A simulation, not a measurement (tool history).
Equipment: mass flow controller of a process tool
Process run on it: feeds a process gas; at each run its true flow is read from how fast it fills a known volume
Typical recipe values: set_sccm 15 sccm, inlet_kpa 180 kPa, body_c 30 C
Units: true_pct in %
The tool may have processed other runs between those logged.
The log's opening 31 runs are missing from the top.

run,day,set_sccm,inlet_kpa,body_c,true_pct
32,121.846,44,180,32,97.47
33,127.229,44,180,32,97.53
34,131.825,6,258,20,97.91
35,137.483,10,211,22,97.1
36,140.321,10,211,22,97.02
37,143.304,10,211,22,97
38,146.662,28,278,32,97.17
39,150.583,28,278,32,96.99
40,153.825,15,228,40,95.56
41,156.792,7,180,30,95.46
42,161.133,10,194,25,96.07
43,165.654,10,194,25,95.92
44,170.375,10,194,25,95.73
# day 172.25: gauge calibrated
45,173.896,10,194,25,98.83
46,176.488,15,164,30,98.32
47,179.825,11,164,24,98.54
48,185.696,11,164,24,98.3
49,190.296,11,164,24,98.17

Forecast each of these 3 alternatives for the next run:
A,195.617,7,238,23,?
B,195.617,11,164,21,?
C,195.617,11,236,24,?

run,true_pct
A,98.48
B,98.13
C,98.38
The same runs, with their run-to-run variation unchanged, on a tool lacking any hidden condition would have given:
run,true_pct
A,99.3
B,98.94
C,99.19
